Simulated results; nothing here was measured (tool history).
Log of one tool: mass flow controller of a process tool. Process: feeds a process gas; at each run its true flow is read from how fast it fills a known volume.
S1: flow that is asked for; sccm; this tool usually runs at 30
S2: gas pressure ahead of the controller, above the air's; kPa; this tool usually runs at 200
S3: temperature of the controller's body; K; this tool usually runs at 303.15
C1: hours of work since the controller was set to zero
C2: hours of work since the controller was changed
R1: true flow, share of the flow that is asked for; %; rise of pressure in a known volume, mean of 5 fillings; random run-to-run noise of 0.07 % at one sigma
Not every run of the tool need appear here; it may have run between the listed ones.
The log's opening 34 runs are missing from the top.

Run 35, hour 7319.4: usual settings but S1 13 sccm, S2 214 kPa, S3 308.15 K; C1 1562; C2 8339. Result: R1 97.80 %.
Run 36, hour 7549.9: usual settings but S1 13 sccm, S2 214 kPa, S3 308.15 K; C1 1708; C2 8485. Result: R1 97.86 %.
Run 37, hour 7748.3: usual settings but S1 93 sccm, S2 152 kPa, S3 308.15 K; C1 1833; C2 8610. Result: R1 99.06 %.
Run 38, hour 7960.8: usual settings but S1 24 sccm, S3 301.15 K; C1 1968; C2 8745. Result: R1 98.80 %.
Run 39, hour 8132.6: usual settings but S1 24 sccm, S3 301.15 K; C1 2077; C2 8853. Result: R1 98.71 %.
Run 40, hour 8409.3: usual settings but S1 24 sccm, S2 151 kPa, S3 297.15 K; C1 2252; C2 9029. Result: R1 99.49 %.
At hour 8621.8: controller exchanged for a calibrated one.
Run 41, hour 8663.6: usual settings but S1 24 sccm, S2 151 kPa, S3 297.15 K; C1 26; C2 26. Result: R1 99.46 %.
Run 42, hour 8965.8: usual settings but S1 39 sccm, S2 225 kPa, S3 302.15 K; C1 218; C2 218. Result: R1 98.67 %.
Run 43, hour 9211.8: usual settings but S1 39 sccm, S2 225 kPa, S3 302.15 K; C1 373; C2 373. Result: R1 98.83 %.
Run 44, hour 9506.2: usual settings but S1 39 sccm, S2 225 kPa, S3 302.15 K; C1 560; C2 560. Result: R1 98.80 %.
Run 45, hour 9775.2: usual settings but S1 20 sccm, S2 157 kPa, S3 299.15 K; C1 730; C2 730. Result: R1 99.19 %.
Run 46, hour 9949.8: usual settings but S1 84 sccm, S2 144 kPa, S3 299.15 K; C1 841; C2 841. Result: R1 99.93 %.
Run 47, hour 10223.0: usual settings but S1 84 sccm, S2 144 kPa, S3 299.15 K; C1 1014; C2 1014. Result: R1 100.03 %.

Predict each of these 4 candidate next runs independently; none follows another, all start after run 47:
Run A, hour 10519.4: usual settings but S1 44 sccm, S3 302.15 K; C1 1201; C2 1201. Result: R1 ?.
Run B, hour 10519.4: usual settings but S1 18 sccm, S2 144 kPa, S3 299.15 K; C1 1201; C2 1201. Result: R1 ?.
Run C, hour 10519.4: usual settings but S1 65 sccm, S2 243 kPa, S3 300.15 K; C1 1201; C2 1201. Result: R1 ?.
Run D, hour 10519.4: usual settings but S1 84 sccm, S2 144 kPa, S3 308.15 K; C1 1201; C2 1201. Result: R1 ?.

run     R1
  A  98.81
  B  99.15
  C  99.26
  D  99.00
What these runs would have given with no unlogged condition in the tool:
run     R1
  A  98.80
  B  99.15
  C  99.26
  D  98.99
